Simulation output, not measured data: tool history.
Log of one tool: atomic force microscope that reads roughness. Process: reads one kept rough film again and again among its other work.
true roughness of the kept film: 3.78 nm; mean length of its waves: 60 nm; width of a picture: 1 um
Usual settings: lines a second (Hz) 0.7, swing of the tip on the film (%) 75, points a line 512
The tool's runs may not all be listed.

run,hour,lines a second (Hz),swing of the tip on the film (%),points a line,roughness of the kept film (nm (root mean square))
1,0,0.7,75,512,3.47
# hour 3.2: new tip fitted
2,14.3,0.7,75,512,3.496
3,24.1,0.7,56,512,3.576
4,38.6,0.7,75,512,3.473
5,53.7,0.7,75,512,3.475
6,63.7,0.7,75,512,3.487
7,73.1,3.783,75,512,3.012
8,81,3.783,75,512,3.015
9,94.7,3.783,75,512,3.045
10,105.4,3.783,75,512,3.009
# hour 115.7: new tip fitted
11,117.2,0.7,55,512,3.586
12,132.9,0.7,75,512,3.488
13,146.9,0.7,75,512,3.495
14,161.8,0.7,75,715,3.509
15,178.5,0.951,75,512,3.443
16,194.7,0.962,75,512,3.431
17,211,0.7,81,512,3.426
18,220.7,0.7,88,512,3.371

The next listed run, before its measurement:
# hour 227.5: new tip fitted
19,234.9,0.7,72,512,?

Run 19 gave roughness of the kept film (nm (root mean square)) 3.519.
Without the tool's hidden state the same run would have given roughness of the kept film (nm (root mean square)) 3.521.
